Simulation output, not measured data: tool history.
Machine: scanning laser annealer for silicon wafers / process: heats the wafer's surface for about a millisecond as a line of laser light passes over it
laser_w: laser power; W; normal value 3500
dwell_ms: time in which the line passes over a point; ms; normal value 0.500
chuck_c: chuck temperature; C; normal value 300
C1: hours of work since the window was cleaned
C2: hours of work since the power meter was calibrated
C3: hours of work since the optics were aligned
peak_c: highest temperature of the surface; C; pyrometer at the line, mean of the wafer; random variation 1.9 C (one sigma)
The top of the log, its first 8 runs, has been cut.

Run 9, hour 543.3: usual settings but dwell_ms 0.447 ms; C1 397; C2 1672; C3 348. Result: peak_c 1067 C.
Run 10, hour 582.4: usual settings but laser_w 3107 W; C1 426; C2 1701; C3 377. Result: peak_c 994 C.
Run 11, hour 671.0: usual settings but laser_w 3107 W; C1 492; C2 1766; C3 442. Result: peak_c 997 C.
Run 12, hour 740.9: usual settings; C1 543; C2 1818; C3 494. Result: peak_c 1109 C.
Run 13, hour 816.3: usual settings; C1 599; C2 1873; C3 549. Result: peak_c 1114 C.
At hour 867.0: window over the wafer cleaned.
Run 14, hour 874.8: usual settings; C1 6; C2 1915; C3 591. Result: peak_c 1110 C.
Run 15, hour 964.1: usual settings; C1 72; C2 1981; C3 657. Result: peak_c 1112 C.
Run 16, hour 1028.6: usual settings; C1 119; C2 2029; C3 705. Result: peak_c 1112 C.
Run 17, hour 1117.5: usual settings but dwell_ms 0.524 ms; C1 185; C2 2094; C3 770. Result: peak_c 1129 C.
At hour 1149.8: optics aligned, line set to its width.
Run 18, hour 1161.8: usual settings but dwell_ms 0.524 ms, chuck_c 278 C; C1 214; C2 2123; C3 9. Result: peak_c 1107 C.
Run 19, hour 1219.5: usual settings but chuck_c 331 C; C1 257; C2 2166; C3 52. Result: peak_c 1145 C.
Run 20, hour 1262.6: usual settings but chuck_c 331 C; C1 288; C2 2198; C3 83. Result: peak_c 1143 C.

Expected results for the next run?
Run 21, hour 1325.3: usual settings but laser_w 3762 W, dwell_ms 0.468 ms, chuck_c 301 C; C1 335; C2 2244; C3 130. Result: peak_c ?.

Run 21 measured peak_c 1166 C.
The same run, on a tool lacking any hidden state, would have yielded peak_c 1166 C.
